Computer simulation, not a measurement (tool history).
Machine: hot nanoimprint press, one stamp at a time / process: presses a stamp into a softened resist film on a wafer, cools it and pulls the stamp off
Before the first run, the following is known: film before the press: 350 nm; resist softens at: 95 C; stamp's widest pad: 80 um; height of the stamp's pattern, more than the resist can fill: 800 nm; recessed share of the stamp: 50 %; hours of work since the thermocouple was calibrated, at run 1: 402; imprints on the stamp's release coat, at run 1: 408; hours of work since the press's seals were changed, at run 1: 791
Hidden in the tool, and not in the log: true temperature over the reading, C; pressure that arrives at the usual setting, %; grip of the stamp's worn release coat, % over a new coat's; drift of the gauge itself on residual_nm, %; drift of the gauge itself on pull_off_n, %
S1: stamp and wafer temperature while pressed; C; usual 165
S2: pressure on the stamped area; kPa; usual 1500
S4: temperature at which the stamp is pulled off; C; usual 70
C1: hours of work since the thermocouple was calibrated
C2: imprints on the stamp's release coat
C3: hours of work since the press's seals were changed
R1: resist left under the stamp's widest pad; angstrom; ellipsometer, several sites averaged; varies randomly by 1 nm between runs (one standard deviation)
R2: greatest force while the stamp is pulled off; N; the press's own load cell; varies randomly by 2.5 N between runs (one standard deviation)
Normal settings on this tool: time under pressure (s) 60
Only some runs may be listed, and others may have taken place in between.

{"run": 1, "hour": 0.0, "S1": 165, "S2": 1500, "time under pressure (s)": 60, "S4": 70, "C1": 402, "C2": 408, "C3": 791, "R1": 1505, "R2": 139}
{"hour": 42.7, "done": "plate thermocouple calibrated"}
{"run": 2, "hour": 55.1, "S1": 165, "S2": 1500, "time under pressure (s)": 60, "S4": 70, "C1": 10, "C2": 639, "C3": 832, "R1": 1541, "R2": 151}
{"hour": 74.0, "done": "stamp cleaned and given a new release coat"}
{"run": 3, "hour": 95.2, "S1": 165, "S2": 1500, "time under pressure (s)": 60, "S4": 67, "C1": 36, "C2": 94, "C3": 859, "R1": 1540, "R2": 130}
{"hour": 132.8, "done": "plate thermocouple calibrated, once more"}
{"run": 4, "hour": 138.7, "S1": 165, "S2": 1500, "time under pressure (s)": 60, "S4": 70, "C1": 5, "C2": 272, "C3": 890, "R1": 1491, "R2": 118}
{"run": 5, "hour": 177.3, "S1": 165, "S2": 1500, "time under pressure (s)": 60, "S4": 70, "C1": 35, "C2": 443, "C3": 920, "R1": 1486, "R2": 127}
{"run": 6, "hour": 205.7, "S1": 165, "S2": 1500, "time under pressure (s)": 60, "S4": 70, "C1": 57, "C2": 569, "C3": 942, "R1": 1498, "R2": 138}
{"hour": 237.7, "done": "stamp cleaned and given a new release coat"}
{"run": 7, "hour": 242.9, "S1": 165, "S2": 1500, "time under pressure (s)": 60, "S4": 70, "C1": 81, "C2": 23, "C3": 967, "R1": 1512, "R2": 117}
{"run": 8, "hour": 294.1, "S1": 165, "S2": 1500, "time under pressure (s)": 60, "S4": 70, "C1": 121, "C2": 249, "C3": 1006, "R1": 1526, "R2": 125}
{"run": 9, "hour": 346.2, "S1": 165, "S2": 1500, "time under pressure (s)": 60, "S4": 73, "C1": 162, "C2": 480, "C3": 1047, "R1": 1529, "R2": 124}
{"run": 10, "hour": 391.5, "S1": 165, "S2": 1500, "time under pressure (s)": 60, "S4": 73, "C1": 197, "C2": 680, "C3": 1082, "R1": 1520, "R2": 133}
{"hour": 400.3, "done": "stamp cleaned and given a new release coat"}
{"run": 11, "hour": 446.9, "S1": 165, "S2": 1500, "time under pressure (s)": 60, "S4": 73, "C1": 235, "C2": 207, "C3": 1121, "R1": 1541, "R2": 120}
{"run": 12, "hour": 499.5, "S1": 165, "S2": 1500, "time under pressure (s)": 60, "S4": 55, "C1": 276, "C2": 439, "C3": 1162, "R1": 1523, "R2": 186}
{"run": 13, "hour": 522.7, "S1": 165, "S2": 1500, "time under pressure (s)": 109, "S4": 70, "C1": 294, "C2": 542, "C3": 1180, "R1": 1255, "R2": 145}
{"hour": 563.5, "done": "stamp cleaned and given a new release coat"}
{"run": 14, "hour": 578.4, "S1": 165, "S2": 1500, "time under pressure (s)": 35, "S4": 70, "C1": 333, "C2": 66, "C3": 1219, "R1": 1860, "R2": 118}

A few steps of R1 between consecutive runs. Split each: what settings, incoming material and random variation would produce without the hidden state, and what is left over for the hidden state, along with gauge scatter present in only one of the two compared results (measured, and without hidden state):
Run 3 -> 4: S4 67 -> 70, plate thermocouple calibrated, once more. R1 -49 angstrom: hidden state -45, all else -4.
Run 13 -> 14: time under pressure (s) 109 -> 35, stamp cleaned and given a new release coat. R1 +605 angstrom: hidden state +34, all else +571.
